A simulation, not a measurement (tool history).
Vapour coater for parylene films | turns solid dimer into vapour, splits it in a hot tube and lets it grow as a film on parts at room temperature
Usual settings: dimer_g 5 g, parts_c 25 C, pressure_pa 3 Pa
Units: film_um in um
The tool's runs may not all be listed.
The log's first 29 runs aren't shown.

run 30 hour=535.9 | dimer_g=5 parts_c=23 pressure_pa=8.86 | film_um=3.06
run 31 hour=551.4 | dimer_g=2 parts_c=21 pressure_pa=2.79 | film_um=1.72
run 32 hour=571.8 | dimer_g=7 parts_c=28 pressure_pa=7.53 | film_um=4.11
run 33 hour=587 | dimer_g=7 parts_c=28 pressure_pa=7.53 | film_um=4.12
run 34 hour=607.3 | dimer_g=4 parts_c=20 pressure_pa=9.06 | film_um=2.56
run 35 hour=622.8 | dimer_g=4 parts_c=25 pressure_pa=5.47 | film_um=2.7
run 36 hour=649.5 | dimer_g=4 parts_c=25 pressure_pa=5.47 | film_um=2.65
run 37 hour=671.4 | dimer_g=4 parts_c=32 pressure_pa=6.24 | film_um=2.32
run 38 hour=696.4 | dimer_g=4 parts_c=32 pressure_pa=6.24 | film_um=2.27
run 39 hour=713.8 | dimer_g=4 parts_c=32 pressure_pa=6.24 | film_um=2.31
run 40 hour=731.8 | dimer_g=8 parts_c=32 pressure_pa=7.8 | film_um=4.37
run 41 hour=757.1 | dimer_g=3 parts_c=25 pressure_pa=7.8 | film_um=1.88
run 42 hour=771.5 | dimer_g=3 parts_c=25 pressure_pa=7.8 | film_um=1.82
run 43 hour=789 | dimer_g=3 parts_c=25 pressure_pa=7.8 | film_um=1.83
run 44 hour=811.9 | dimer_g=2 parts_c=30 pressure_pa=2.46 | film_um=1.46
run 45 hour=839.1 | dimer_g=2 parts_c=23 pressure_pa=2.09 | film_um=1.73
run 46 hour=865.7 | dimer_g=2 parts_c=23 pressure_pa=2.09 | film_um=1.79
run 47 hour=886 | dimer_g=2 parts_c=23 pressure_pa=2.09 | film_um=1.72
run 48 hour=912.2 | dimer_g=3 parts_c=29 pressure_pa=5.07 | film_um=1.93

3 ways to go on from here, each from the tool as it stands after run 48. What would each give?
run A hour=939.4 | dimer_g=4 parts_c=25 pressure_pa=3.36 | film_um=?
run B hour=939.4 | dimer_g=5 parts_c=25 pressure_pa=9.52 | film_um=?
run C hour=939.4 | dimer_g=8 parts_c=25 pressure_pa=5.63 | film_um=?

run=A film_um=2.98
run=B film_um=2.92
run=C film_um=5.26
Without the tool's hidden state the same runs would have given:
run=A film_um=3
run=B film_um=2.94
run=C film_um=5.3
